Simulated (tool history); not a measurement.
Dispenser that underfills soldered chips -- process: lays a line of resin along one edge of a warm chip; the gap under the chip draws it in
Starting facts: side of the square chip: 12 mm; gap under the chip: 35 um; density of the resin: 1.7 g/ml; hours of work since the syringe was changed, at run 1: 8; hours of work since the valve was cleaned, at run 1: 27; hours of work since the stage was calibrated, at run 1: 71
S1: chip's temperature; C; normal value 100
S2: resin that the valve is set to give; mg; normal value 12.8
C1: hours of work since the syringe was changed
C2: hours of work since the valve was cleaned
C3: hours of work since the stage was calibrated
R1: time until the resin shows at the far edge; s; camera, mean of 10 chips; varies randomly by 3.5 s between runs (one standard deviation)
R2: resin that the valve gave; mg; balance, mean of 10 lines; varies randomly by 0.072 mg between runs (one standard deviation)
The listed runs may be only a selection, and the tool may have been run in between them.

| run | day | S1 | S2 | C1 | C2 | C3 | R1 | R2 |
|---|---|---|---|---|---|---|---|---|
| 1 | 0 | 100 | 12.8 | 8 | 27 | 71 | 690.4 | 12.46 |
|  | 0.108 | new syringe of resin |
| 2 | 0.125 | 100 | 12.8 | 0 | 28 | 73 | 344.1 | 12.38 |
| 3 | 0.283 | 100 | 12.8 | 3 | 31 | 75 | 425.1 | 12.48 |
| 4 | 0.408 | 87 | 12.8 | 4 | 33 | 77 | 702.5 | 12.41 |
| 5 | 0.508 | 101 | 12.8 | 6 | 34 | 78 | 534.9 | 12.3 |
| 6 | 0.6 | 101 | 12.8 | 7 | 35 | 80 | 600.8 | 12.4 |
|  | 0.771 | new syringe of resin |
| 7 | 0.771 | 101 | 12.8 | 0 | 38 | 82 | 329.1 | 12.34 |
| 8 | 0.883 | 101 | 12.8 | 2 | 39 | 84 | 376.9 | 12.39 |
| 9 | 0.996 | 101 | 12.8 | 3 | 41 | 85 | 432.7 | 12.49 |
| 10 | 1.104 | 101 | 12.8 | 5 | 43 | 87 | 497.4 | 12.44 |
| 11 | 1.279 | 101 | 12.8 | 7 | 45 | 89 | 631.1 | 12.3 |
|  | 1.433 | new syringe of resin |
| 12 | 1.467 | 101 | 12.8 | 0 | 48 | 92 | 349.9 | 12.35 |
| 13 | 1.621 | 87 | 12.1 | 3 | 50 | 94 | 614 | 11.64 |
| 14 | 1.821 | 107 | 11.9 | 6 | 53 | 97 | 469.3 | 11.36 |
| 15 | 1.912 | 102 | 14.8 | 7 | 54 | 99 | 573.1 | 14.16 |
| 16 | 2.017 | 102 | 14.8 | 8 | 56 | 100 | 647.2 | 14.07 |
|  | 2.092 | new syringe of resin |
| 17 | 2.175 | 100 | 15 | 1 | 58 | 102 | 370.9 | 14.33 |
| 18 | 2.283 | 107 | 13.8 | 3 | 59 | 104 | 359.8 | 13.11 |
| 19 | 2.442 | 97 | 12.8 | 5 | 62 | 106 | 574.6 | 12.06 |

Consider 4 possible next runs. They are alternatives, not a sequence: every one starts from the tool as it was left by run 19. What does each give?
| A | 2.558 | 93 | 14.5 | 7 | 63 | 108 | ? | ? |
| B | 2.558 | 89 | 14.8 | 7 | 63 | 108 | ? | ? |
| C | 2.558 | 87 | 13.9 | 7 | 63 | 108 | ? | ? |
| D | 2.558 | 91 | 15.6 | 7 | 63 | 108 | ? | ? |

| run | R1 | R2 |
|---|---|---|
| A | 718.7 | 13.75 |
| B | 807.8 | 13.9 |
| C | 862.6 | 13 |
| D | 745.7 | 14.79 |
Take away the tool's hidden state, keep each run's random variation, and the runs would have read:
| run | R1 | R2 |
|---|---|---|
| A | 411.4 | 14.56 |
| B | 463 | 14.72 |
| C | 493.3 | 13.77 |
| D | 427.9 | 15.65 |
